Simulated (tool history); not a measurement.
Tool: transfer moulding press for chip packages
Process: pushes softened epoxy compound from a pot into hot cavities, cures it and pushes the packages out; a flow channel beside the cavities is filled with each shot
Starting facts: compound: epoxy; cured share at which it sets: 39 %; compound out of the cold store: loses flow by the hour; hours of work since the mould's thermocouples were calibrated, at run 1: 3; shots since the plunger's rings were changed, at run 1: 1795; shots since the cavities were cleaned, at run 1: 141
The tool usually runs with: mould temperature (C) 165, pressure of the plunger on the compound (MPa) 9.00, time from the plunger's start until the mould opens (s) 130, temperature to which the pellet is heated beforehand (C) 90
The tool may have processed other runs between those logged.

run   hour  mould temperature (C)  pressure of the plunger on the compound (MPa)  time from the plunger's start until the mould opens (s)  temperature to which the pellet is heated beforehand (C)  hours of work since the mould's thermocouples were calibrated  shots since the plunger's rings were changed  shots since the cavities were cleaned  incoming compound's hours out of the cold store  length that the compound runs in the flow channel (mm)  greatest force on the pins that push the packages out (N)
  1    0.0                    165                                           9.00                                                      130                                                        90                                                              3                                          1795                                    141                                             22.4                                                     831                                                        609
      37.1  -- cavities cleaned with cleaning compound and waxed
  2   41.8                    165                                           9.00                                                      130                                                        90                                                             23                                          2104                                     36                                             11.1                                                     872                                                        530
  3   74.3                    168                                           9.00                                                      130                                                        90                                                             40                                          2353                                    285                                             35.3                                                     770                                                        573
      97.1  -- cavities cleaned with cleaning compound and waxed
  4  105.4                    168                                           9.00                                                      130                                                        90                                                             55                                          2580                                     63                                              8.7                                                     862                                                        465
  5  143.4                    159                                           9.00                                                      130                                                        90                                                             75                                          2872                                    355                                             33.5                                                     822                                                        991
     153.0  -- cavities cleaned with cleaning compound and waxed
  6  185.2                    159                                           9.00                                                      130                                                        90                                                             96                                          3181                                    247                                             27.4                                                     825                                                        958
     210.3  -- cavities cleaned with cleaning compound and waxed
  7  223.3                    159                                           9.00                                                      130                                                        90                                                            115                                          3462                                    100                                              8.6                                                     877                                                        901
  8  249.9                    159                                           9.00                                                      130                                                        90                                                            129                                          3666                                    304                                             39.3                                                     787                                                        969
     266.4  -- cavities cleaned with cleaning compound and waxed
  9  290.5                    159                                           9.00                                                      130                                                        90                                                            149                                          3966                                    185                                             15.4                                                     835                                                        924
 10  314.1                    159                                           9.00                                                      130                                                        90                                                            161                                          4147                                    366                                             40.9                                                     775                                                        944
     322.3  -- cavities cleaned with cleaning compound and waxed
 11  361.6                    165                                           9.40                                                      130                                                        90                                                            185                                          4499                                    301                                             29.0                                                     793                                                        665
     381.3  -- cavities cleaned with cleaning compound and waxed
 12  395.3                    165                                           9.00                                                      118                                                        90                                                            202                                          4746                                    107                                             17.1                                                     788                                                        659
 13  422.5                    165                                           9.00                                                      130                                                        90                                                            216                                          4955                                    316                                             16.4                                                     789                                                        638
     439.6  -- cavities cleaned with cleaning compound and waxed
 14  451.0                    165                                           9.00                                                      130                                                        90                                                            230                                          5162                                     87                                             36.4                                                     741                                                        529
 15  483.1                    165                                           9.00                                                      130                                                        90                                                            246                                          5408                                    333                                             21.1                                                     770                                                        676
     499.3  -- cavities cleaned with cleaning compound and waxed
 16  532.0                    165                                           9.00                                                      130                                                        84                                                            271                                          5772                                    251                                             46.1                                                     727                                                        633
     558.1  -- cavities cleaned with cleaning compound and waxed
 17  573.0                    171                                           9.00                                                      158                                                        97                                                            291                                          6075                                    115                                             25.3                                                     738                                                        461
     589.5  -- plunger's sealing rings changed
 18  600.2                    165                                           9.24                                                      126                                                        90                                                            304                                            82                                    304                                             39.3                                                     841                                                        662
     616.5  -- cavities cleaned with cleaning compound and waxed
 19  623.4                    165                                           7.45                                                      130                                                        83                                                            315                                           248                                     53                                             27.0                                                     773                                                        520
 20  668.3                    165                                           7.45                                                      130                                                        83                                                            338                                           592                                    397                                             19.7                                                     780                                                        702
     672.1  -- cavities cleaned with cleaning compound and waxed
 21  718.4                    165                                           7.45                                                      130                                                        83                                                            363                                           965                                    355                                              8.3                                                     803                                                        695
     729.1  -- cavities cleaned with cleaning compound and waxed
 22  764.8                    158                                          10.64                                                      125                                                        90                                                            387                                          1310                                    274                                             25.1                                                     941                                                       1101
     787.2  -- cavities cleaned with cleaning compound and waxed
 23  795.6                    158                                          10.64                                                      125                                                        90                                                            402                                          1535                                     65                                             36.4                                                     912                                                        889
 24  826.5                    158                                          10.64                                                      125                                                        90                                                            418                                          1772                                    302                                             11.6                                                     980                                                       1211
     845.8  -- cavities cleaned with cleaning compound and waxed
 25  878.4                    158                                          10.64                                                      125                                                        90                                                            444                                          2157                                    249                                             19.5                                                     925                                                       1122
     903.1  -- cavities cleaned with cleaning compound and waxed
 26  919.1                    158                                          10.64                                                      125                                                        90                                                            464                                          2459                                    123                                             13.8                                                     943                                                        965
 27  941.9                    171                                          11.00                                                      129                                                        89                                                            476                                          2634                                    298                                             38.0                                                     844                                                        540
     962.5  -- cavities cleaned with cleaning compound and waxed
 28  984.8                    171                                          11.00                                                      129                                                        89                                                            497                                          2950                                    170                                             16.0                                                     875                                                        495

Forecast each of these 4 alternatives for the next run:
  A  1007.4                    165                                           9.00                                                      122                                                        90                                                            509                                          3124                                    344                                             28.5                                                       ?                                                          ?
  B  1007.4                    162                                           7.67                                                      129                                                        89                                                            509                                          3124                                    344                                             45.9                                                       ?                                                          ?
  C  1007.4                    162                                           9.00                                                      122                                                        90                                                            509                                          3124                                    344                                             16.5                                                       ?                                                          ?
  D  1007.4                    173                                           9.00                                                      130                                                        90                                                            509                                          3124                                    344                                              9.0                                                       ?                                                          ?

run  length that the compound runs in the flow channel (mm)  greatest force on the pins that push the packages out (N)
  A                                                     789                                                        692
  B                                                     703                                                        748
  C                                                     834                                                        882
  D                                                     798                                                        527
Without the tool's unlogged condition, the same runs would have read:
run  length that the compound runs in the flow channel (mm)  greatest force on the pins that push the packages out (N)
  A                                                     847                                                        527
  B                                                     754                                                        573
  C                                                     896                                                        688
  D                                                     856                                                        375
